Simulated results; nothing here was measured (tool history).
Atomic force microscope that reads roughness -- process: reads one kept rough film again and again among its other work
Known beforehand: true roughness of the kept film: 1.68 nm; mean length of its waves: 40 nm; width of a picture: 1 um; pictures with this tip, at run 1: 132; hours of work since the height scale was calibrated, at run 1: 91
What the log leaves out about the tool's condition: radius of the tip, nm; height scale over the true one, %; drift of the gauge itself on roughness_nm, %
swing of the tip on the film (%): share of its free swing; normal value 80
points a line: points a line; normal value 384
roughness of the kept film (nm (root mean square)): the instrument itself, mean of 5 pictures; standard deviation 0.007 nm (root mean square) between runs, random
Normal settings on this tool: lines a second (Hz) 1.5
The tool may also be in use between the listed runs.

| run | hour | lines a second (Hz) | swing of the tip on the film (%) | points a line | pictures with this tip | hours of work since the height scale was calibrated | roughness of the kept film (nm (root mean square)) |
|---|---|---|---|---|---|---|---|
| 1 | 0 | 1.5 | 80 | 384 | 132 | 91 | 1.432 |
| 2 | 8.6 | 1.5 | 80 | 384 | 142 | 96 | 1.438 |
| 3 | 17.6 | 0.88 | 80 | 384 | 152 | 101 | 1.507 |
| 4 | 27 | 0.88 | 80 | 384 | 163 | 106 | 1.499 |
| 5 | 33.7 | 0.88 | 80 | 384 | 171 | 109 | 1.502 |
| 6 | 43.2 | 0.88 | 80 | 384 | 181 | 114 | 1.506 |
| 7 | 55.7 | 1.5 | 72 | 384 | 195 | 121 | 1.484 |
| 8 | 67.9 | 1.5 | 72 | 384 | 209 | 127 | 1.486 |
| 9 | 78.8 | 1.5 | 72 | 384 | 222 | 133 | 1.492 |
| 10 | 85.5 | 1.5 | 72 | 384 | 229 | 137 | 1.501 |
| 11 | 96.1 | 1.5 | 72 | 384 | 241 | 142 | 1.495 |
| 12 | 107.1 | 1.5 | 72 | 384 | 254 | 148 | 1.494 |
| 13 | 113.9 | 1.5 | 80 | 384 | 262 | 152 | 1.436 |
| 14 | 126 | 1.5 | 80 | 384 | 275 | 158 | 1.433 |
| 15 | 138.2 | 1.5 | 80 | 384 | 289 | 165 | 1.431 |
| 16 | 150.6 | 1.5 | 80 | 384 | 303 | 171 | 1.433 |
|  | 152.4 | new tip fitted |
| 17 | 156.4 | 1.5 | 80 | 384 | 4 | 174 | 1.442 |
| 18 | 165.2 | 1.5 | 80 | 384 | 14 | 179 | 1.432 |
| 19 | 174.3 | 1.5 | 80 | 384 | 24 | 184 | 1.446 |
| 20 | 183 | 1.5 | 80 | 384 | 34 | 188 | 1.446 |
| 21 | 189.9 | 1.5 | 80 | 384 | 42 | 192 | 1.445 |
| 22 | 195.7 | 1.5 | 80 | 384 | 49 | 195 | 1.453 |
| 23 | 207.3 | 0.53 | 78 | 846 | 62 | 201 | 1.555 |
| 24 | 215.3 | 0.53 | 78 | 846 | 71 | 205 | 1.564 |
| 25 | 224 | 0.53 | 90 | 846 | 81 | 210 | 1.509 |
| 26 | 230.3 | 0.53 | 90 | 299 | 88 | 213 | 1.513 |
| 27 | 242.8 | 0.53 | 90 | 299 | 102 | 220 | 1.515 |
| 28 | 250.4 | 0.53 | 90 | 299 | 111 | 224 | 1.506 |
| 29 | 261.5 | 0.53 | 90 | 299 | 123 | 230 | 1.5 |
| 30 | 269 | 0.53 | 90 | 558 | 132 | 234 | 1.519 |
| 31 | 277.2 | 1.37 | 80 | 384 | 141 | 238 | 1.455 |
| 32 | 283.5 | 1.37 | 80 | 384 | 148 | 241 | 1.459 |
| 33 | 290 | 1.37 | 80 | 384 | 156 | 245 | 1.463 |
| 34 | 300.6 | 1.37 | 81 | 384 | 168 | 250 | 1.44 |
| 35 | 305.9 | 1.37 | 81 | 384 | 174 | 253 | 1.447 |
| 36 | 314.5 | 0.8 | 88 | 387 | 184 | 258 | 1.487 |
| 37 | 323.9 | 0.8 | 88 | 387 | 194 | 263 | 1.457 |
| 38 | 334.9 | 0.61 | 88 | 650 | 207 | 269 | 1.51 |
| 39 | 344.8 | 0.86 | 73 | 336 | 218 | 274 | 1.541 |
| 40 | 355.1 | 0.86 | 73 | 336 | 230 | 279 | 1.537 |
| 41 | 366.3 | 2.01 | 78 | 443 | 242 | 285 | 1.408 |
| 42 | 374 | 2.01 | 78 | 443 | 251 | 289 | 1.404 |
| 43 | 386 | 0.58 | 86 | 384 | 265 | 296 | 1.517 |

Branching from run 43: 4 alternative next runs. What would each branch give?
| A | 392.9 | 0.97 | 59 | 569 | 272 | 299 | ? |
| B | 392.9 | 0.54 | 69 | 277 | 272 | 299 | ? |
| C | 392.9 | 0.58 | 88 | 802 | 272 | 299 | ? |
| D | 392.9 | 0.58 | 84 | 384 | 272 | 299 | ? |

| run | roughness of the kept film (nm (root mean square)) |
|---|---|
| A | 1.568 |
| B | 1.574 |
| C | 1.508 |
| D | 1.52 |
With the hidden condition removed and each run's random variation left untouched, the same runs would have given:
| run | roughness of the kept film (nm (root mean square)) |
|---|---|
| A | 1.572 |
| B | 1.578 |
| C | 1.513 |
| D | 1.524 |

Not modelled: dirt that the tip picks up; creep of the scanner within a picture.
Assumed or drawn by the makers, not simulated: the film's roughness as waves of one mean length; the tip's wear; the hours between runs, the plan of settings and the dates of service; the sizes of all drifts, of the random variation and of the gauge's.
